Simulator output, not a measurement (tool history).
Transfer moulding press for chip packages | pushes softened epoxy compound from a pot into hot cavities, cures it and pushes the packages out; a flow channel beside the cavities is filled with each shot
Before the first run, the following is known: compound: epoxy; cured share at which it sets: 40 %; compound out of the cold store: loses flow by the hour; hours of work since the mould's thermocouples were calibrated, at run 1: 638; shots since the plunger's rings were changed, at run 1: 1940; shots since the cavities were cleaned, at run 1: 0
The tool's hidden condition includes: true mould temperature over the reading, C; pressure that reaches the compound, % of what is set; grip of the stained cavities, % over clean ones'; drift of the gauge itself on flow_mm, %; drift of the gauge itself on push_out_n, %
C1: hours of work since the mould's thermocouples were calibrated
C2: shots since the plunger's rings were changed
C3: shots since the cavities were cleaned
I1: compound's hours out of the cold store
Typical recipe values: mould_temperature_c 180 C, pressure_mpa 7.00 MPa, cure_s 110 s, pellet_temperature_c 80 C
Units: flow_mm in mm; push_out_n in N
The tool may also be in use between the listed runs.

{"run": 1, "hour": 0.0, "mould_temperature_c": 180, "pressure_mpa": 7.0, "cure_s": 110, "pellet_temperature_c": 80, "C1": 638, "C2": 1940, "C3": 0, "I1": 21.0, "flow_mm": 532, "push_out_n": 391}
{"run": 2, "hour": 34.1, "mould_temperature_c": 180, "pressure_mpa": 7.0, "cure_s": 99, "pellet_temperature_c": 80, "C1": 655, "C2": 2218, "C3": 278, "I1": 33.2, "flow_mm": 503, "push_out_n": 538}
{"run": 3, "hour": 64.9, "mould_temperature_c": 180, "pressure_mpa": 7.0, "cure_s": 99, "pellet_temperature_c": 80, "C1": 671, "C2": 2470, "C3": 530, "I1": 36.0, "flow_mm": 495, "push_out_n": 660}
{"hour": 75.4, "done": "cavities cleaned with cleaning compound and waxed"}
{"run": 4, "hour": 115.6, "mould_temperature_c": 180, "pressure_mpa": 7.0, "cure_s": 95, "pellet_temperature_c": 80, "C1": 697, "C2": 2871, "C3": 328, "I1": 10.4, "flow_mm": 554, "push_out_n": 918}
{"hour": 152.4, "done": "cavities cleaned with cleaning compound and waxed"}
{"run": 5, "hour": 152.4, "mould_temperature_c": 180, "pressure_mpa": 7.0, "cure_s": 110, "pellet_temperature_c": 80, "C1": 715, "C2": 3160, "C3": 1, "I1": 24.8, "flow_mm": 517, "push_out_n": 403}
{"run": 6, "hour": 174.4, "mould_temperature_c": 180, "pressure_mpa": 7.0, "cure_s": 110, "pellet_temperature_c": 80, "C1": 726, "C2": 3338, "C3": 179, "I1": 33.6, "flow_mm": 497, "push_out_n": 464}
{"run": 7, "hour": 214.4, "mould_temperature_c": 180, "pressure_mpa": 7.0, "cure_s": 110, "pellet_temperature_c": 80, "C1": 747, "C2": 3665, "C3": 506, "I1": 23.2, "flow_mm": 517, "push_out_n": 579}
{"hour": 227.6, "done": "cavities cleaned with cleaning compound and waxed"}
{"run": 8, "hour": 246.7, "mould_temperature_c": 180, "pressure_mpa": 6.09, "cure_s": 110, "pellet_temperature_c": 80, "C1": 763, "C2": 3916, "C3": 155, "I1": 38.4, "flow_mm": 447, "push_out_n": 469}
{"run": 9, "hour": 293.4, "mould_temperature_c": 180, "pressure_mpa": 6.09, "cure_s": 110, "pellet_temperature_c": 89, "C1": 787, "C2": 4298, "C3": 537, "I1": 25.9, "flow_mm": 474, "push_out_n": 575}
{"hour": 302.4, "done": "cavities cleaned with cleaning compound and waxed"}
{"run": 10, "hour": 315.4, "mould_temperature_c": 180, "pressure_mpa": 6.09, "cure_s": 118, "pellet_temperature_c": 89, "C1": 797, "C2": 4464, "C3": 106, "I1": 31.5, "flow_mm": 459, "push_out_n": 404}
{"run": 11, "hour": 344.9, "mould_temperature_c": 180, "pressure_mpa": 6.09, "cure_s": 118, "pellet_temperature_c": 89, "C1": 813, "C2": 4705, "C3": 347, "I1": 9.4, "flow_mm": 511, "push_out_n": 476}
{"hour": 361.0, "done": "cavities cleaned with cleaning compound and waxed, once more"}
{"run": 12, "hour": 376.8, "mould_temperature_c": 180, "pressure_mpa": 6.09, "cure_s": 118, "pellet_temperature_c": 89, "C1": 828, "C2": 4953, "C3": 129, "I1": 13.0, "flow_mm": 496, "push_out_n": 425}
{"run": 13, "hour": 412.9, "mould_temperature_c": 180, "pressure_mpa": 7.0, "cure_s": 110, "pellet_temperature_c": 80, "C1": 847, "C2": 5248, "C3": 424, "I1": 25.9, "flow_mm": 498, "push_out_n": 539}
{"hour": 435.8, "done": "cavities cleaned with cleaning compound and waxed"}
{"hour": 448.4, "done": "plunger's sealing rings changed"}
{"run": 14, "hour": 459.9, "mould_temperature_c": 180, "pressure_mpa": 7.0, "cure_s": 110, "pellet_temperature_c": 80, "C1": 869, "C2": 94, "C3": 176, "I1": 27.5, "flow_mm": 528, "push_out_n": 466}
{"hour": 484.1, "done": "mould's thermocouples calibrated"}
{"run": 15, "hour": 492.2, "mould_temperature_c": 180, "pressure_mpa": 7.0, "cure_s": 120, "pellet_temperature_c": 73, "C1": 4, "C2": 341, "C3": 423, "I1": 37.8, "flow_mm": 497, "push_out_n": 474}
{"hour": 515.1, "done": "cavities cleaned with cleaning compound and waxed"}
{"run": 16, "hour": 543.6, "mould_temperature_c": 185, "pressure_mpa": 7.0, "cure_s": 120, "pellet_temperature_c": 73, "C1": 30, "C2": 748, "C3": 232, "I1": 12.5, "flow_mm": 544, "push_out_n": 438}
{"run": 17, "hour": 577.3, "mould_temperature_c": 185, "pressure_mpa": 5.96, "cure_s": 93, "pellet_temperature_c": 88, "C1": 47, "C2": 1023, "C3": 507, "I1": 21.8, "flow_mm": 475, "push_out_n": 541}
{"hour": 592.2, "done": "cavities cleaned with cleaning compound and waxed"}
{"run": 18, "hour": 616.3, "mould_temperature_c": 185, "pressure_mpa": 5.96, "cure_s": 93, "pellet_temperature_c": 88, "C1": 67, "C2": 1329, "C3": 196, "I1": 47.5, "flow_mm": 427, "push_out_n": 434}
{"run": 19, "hour": 647.6, "mould_temperature_c": 180, "pressure_mpa": 6.9, "cure_s": 110, "pellet_temperature_c": 80, "C1": 83, "C2": 1585, "C3": 452, "I1": 36.5, "flow_mm": 490, "push_out_n": 527}
{"hour": 667.7, "done": "cavities cleaned with cleaning compound and waxed"}
{"run": 20, "hour": 678.4, "mould_temperature_c": 183, "pressure_mpa": 8.33, "cure_s": 110, "pellet_temperature_c": 80, "C1": 98, "C2": 1824, "C3": 88, "I1": 16.9, "flow_mm": 578, "push_out_n": 393}
{"run": 21, "hour": 727.2, "mould_temperature_c": 177, "pressure_mpa": 8.33, "cure_s": 101, "pellet_temperature_c": 76, "C1": 123, "C2": 2222, "C3": 486, "I1": 35.7, "flow_mm": 550, "push_out_n": 684}
{"hour": 742.3, "done": "cavities cleaned with cleaning compound and waxed"}
{"run": 22, "hour": 762.5, "mould_temperature_c": 179, "pressure_mpa": 7.0, "cure_s": 110, "pellet_temperature_c": 80, "C1": 141, "C2": 2498, "C3": 165, "I1": 10.0, "flow_mm": 554, "push_out_n": 479}
{"run": 23, "hour": 812.4, "mould_temperature_c": 188, "pressure_mpa": 7.09, "cure_s": 110, "pellet_temperature_c": 80, "C1": 166, "C2": 2905, "C3": 572, "I1": 14.5, "flow_mm": 517, "push_out_n": 512}
{"hour": 818.6, "done": "cavities cleaned with cleaning compound and waxed"}
{"run": 24, "hour": 835.3, "mould_temperature_c": 180, "pressure_mpa": 7.41, "cure_s": 110, "pellet_temperature_c": 80, "C1": 177, "C2": 3080, "C3": 137, "I1": 11.9, "flow_mm": 560, "push_out_n": 463}
{"run": 25, "hour": 882.9, "mould_temperature_c": 183, "pressure_mpa": 7.41, "cure_s": 142, "pellet_temperature_c": 80, "C1": 202, "C2": 3468, "C3": 525, "I1": 29.4, "flow_mm": 505, "push_out_n": 513}
{"hour": 895.2, "done": "cavities cleaned with cleaning compound and waxed"}
{"run": 26, "hour": 933.6, "mould_temperature_c": 183, "pressure_mpa": 7.0, "cure_s": 111, "pellet_temperature_c": 80, "C1": 227, "C2": 3869, "C3": 313, "I1": 15.4, "flow_mm": 521, "push_out_n": 476}

Branching from run 26: 4 alternative next runs. What would each branch give?
{"run": "A", "hour": 967.5, "mould_temperature_c": 180, "pressure_mpa": 7.0, "cure_s": 110, "pellet_temperature_c": 71, "C1": 245, "C2": 4146, "C3": 590, "I1": 24.3, "flow_mm": "?", "push_out_n": "?"}
{"run": "B", "hour": 967.5, "mould_temperature_c": 180, "pressure_mpa": 7.0, "cure_s": 110, "pellet_temperature_c": 80, "C1": 245, "C2": 4146, "C3": 590, "I1": 8.2, "flow_mm": "?", "push_out_n": "?"}
{"run": "C", "hour": 967.5, "mould_temperature_c": 180, "pressure_mpa": 7.62, "cure_s": 119, "pellet_temperature_c": 71, "C1": 245, "C2": 4146, "C3": 590, "I1": 20.3, "flow_mm": "?", "push_out_n": "?"}
{"run": "D", "hour": 967.5, "mould_temperature_c": 173, "pressure_mpa": 7.42, "cure_s": 99, "pellet_temperature_c": 80, "C1": 245, "C2": 4146, "C3": 590, "I1": 12.4, "flow_mm": "?", "push_out_n": "?"}

run=A flow_mm=505 push_out_n=577
run=B flow_mm=545 push_out_n=582
run=C flow_mm=537 push_out_n=561
run=D flow_mm=576 push_out_n=1129
With no hidden state in the tool, these same runs would have given:
run=A flow_mm=532 push_out_n=382
run=B flow_mm=573 push_out_n=384
run=C flow_mm=565 push_out_n=375
run=D flow_mm=605 push_out_n=730

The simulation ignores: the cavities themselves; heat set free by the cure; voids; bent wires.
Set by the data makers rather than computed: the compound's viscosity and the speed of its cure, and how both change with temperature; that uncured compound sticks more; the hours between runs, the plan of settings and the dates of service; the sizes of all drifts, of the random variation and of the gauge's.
